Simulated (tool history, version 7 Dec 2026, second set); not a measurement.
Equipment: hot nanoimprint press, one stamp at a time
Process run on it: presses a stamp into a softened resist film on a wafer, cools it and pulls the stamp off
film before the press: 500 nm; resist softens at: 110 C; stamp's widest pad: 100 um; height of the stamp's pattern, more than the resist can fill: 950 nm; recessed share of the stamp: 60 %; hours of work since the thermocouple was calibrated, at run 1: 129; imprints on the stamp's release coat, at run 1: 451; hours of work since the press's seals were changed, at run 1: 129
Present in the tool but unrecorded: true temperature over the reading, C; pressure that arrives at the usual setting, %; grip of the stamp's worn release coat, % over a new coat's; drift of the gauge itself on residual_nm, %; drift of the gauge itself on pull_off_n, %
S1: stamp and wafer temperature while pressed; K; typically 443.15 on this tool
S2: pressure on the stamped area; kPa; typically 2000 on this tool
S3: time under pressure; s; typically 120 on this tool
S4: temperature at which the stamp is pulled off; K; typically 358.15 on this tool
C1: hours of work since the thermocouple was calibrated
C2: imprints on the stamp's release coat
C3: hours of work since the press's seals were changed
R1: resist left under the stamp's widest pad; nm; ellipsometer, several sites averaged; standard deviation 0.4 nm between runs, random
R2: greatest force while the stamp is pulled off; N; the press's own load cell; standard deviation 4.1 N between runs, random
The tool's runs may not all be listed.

run	hour	S1	S2	S3	S4	C1	C2	C3	R1	R2
1	0	443.15	2000	120	358.15	129	451	129	277.8	224
2	10	443.15	2000	120	358.15	136	497	136	278.1	234
3	30.1	443.15	2000	120	358.15	151	590	151	277.5	245
4	50.6	443.15	2000	120	350.15	167	685	167	277.6	285
5	67.3	443.15	2000	226	358.15	179	762	179	220.1	249
6	79.3	443.15	2000	120	361.15	188	817	188	277.4	235
7	94	443.15	2000	120	361.15	200	885	200	276.9	255
8	106.7	443.15	2000	120	361.15	209	944	209	277.2	245
# hour 122.8: stamp cleaned and given a new release coat
9	123	445.15	2000	120	361.15	217	1	217	258.9	186
10	144.4	445.15	2000	120	361.15	233	100	233	258.7	186
11	163.3	448.15	2000	120	358.15	247	188	247	233.6	205
12	177.3	443.15	2000	120	358.15	258	252	258	276.8	206
13	192.4	443.15	2000	120	358.15	269	321	269	276.6	220
14	204.4	443.15	2000	120	358.15	278	377	278	276.2	216
15	220.6	443.15	2000	120	358.15	291	452	291	276	227
# hour 225.6: plate thermocouple calibrated
16	243.1	443.15	2000	120	358.15	13	542	305	274.9	238
17	259.2	443.15	3030	120	361.15	25	616	317	233.7	222
18	269.7	444.15	2600	102	360.15	33	664	325	254.6	236
19	290.7	444.15	2600	102	360.15	49	762	341	254.5	233
20	300.7	439.15	1650	111	361.15	57	808	349	339.6	240
21	318.6	439.15	1650	111	361.15	70	891	362	339.1	239
# hour 332.3: plate thermocouple calibrated, once more
22	332.7	445.15	1650	208	349.15	0	941	371	230.9	312
# hour 348.2: stamp cleaned and given a new release coat
23	349.9	445.15	1650	208	349.15	9	8	379	230.8	243
24	360.4	445.15	1650	208	349.15	17	57	387	231.2	236
25	373.7	443.15	2070	160	355.15	27	118	397	249.8	220
26	382.7	440.15	2170	118	350.15	34	160	404	301.5	238
27	394.6	440.15	2170	118	350.15	43	215	413	300.3	253
28	412.1	440.15	2170	118	350.15	56	295	426	301.3	254
29	421.2	446.15	2170	185	350.15	63	337	433	207.3	249

Each row is a separate what-if for the run after 29, all from the same tool condition, not one after another. Results?
A	430.1	443.15	2000	84	360.15	69	379	440	?	?
B	430.1	446.15	1480	185	362.15	69	379	440	?	?
C	430.1	443.15	2000	120	352.15	69	379	440	?	?
D	430.1	446.15	2170	185	357.15	69	379	440	?	?
E	430.1	443.15	2000	128	358.15	69	379	440	?	?

run	R1	R2
A	312.2	221
B	242.7	206
C	279.4	261
D	206.2	225
E	273.3	224
With the hidden condition removed and each run's random variation left untouched, the same runs would have given:
run	R1	R2
A	310.7	194
B	241.7	181
C	277.9	230
D	204.8	198
E	271.8	198

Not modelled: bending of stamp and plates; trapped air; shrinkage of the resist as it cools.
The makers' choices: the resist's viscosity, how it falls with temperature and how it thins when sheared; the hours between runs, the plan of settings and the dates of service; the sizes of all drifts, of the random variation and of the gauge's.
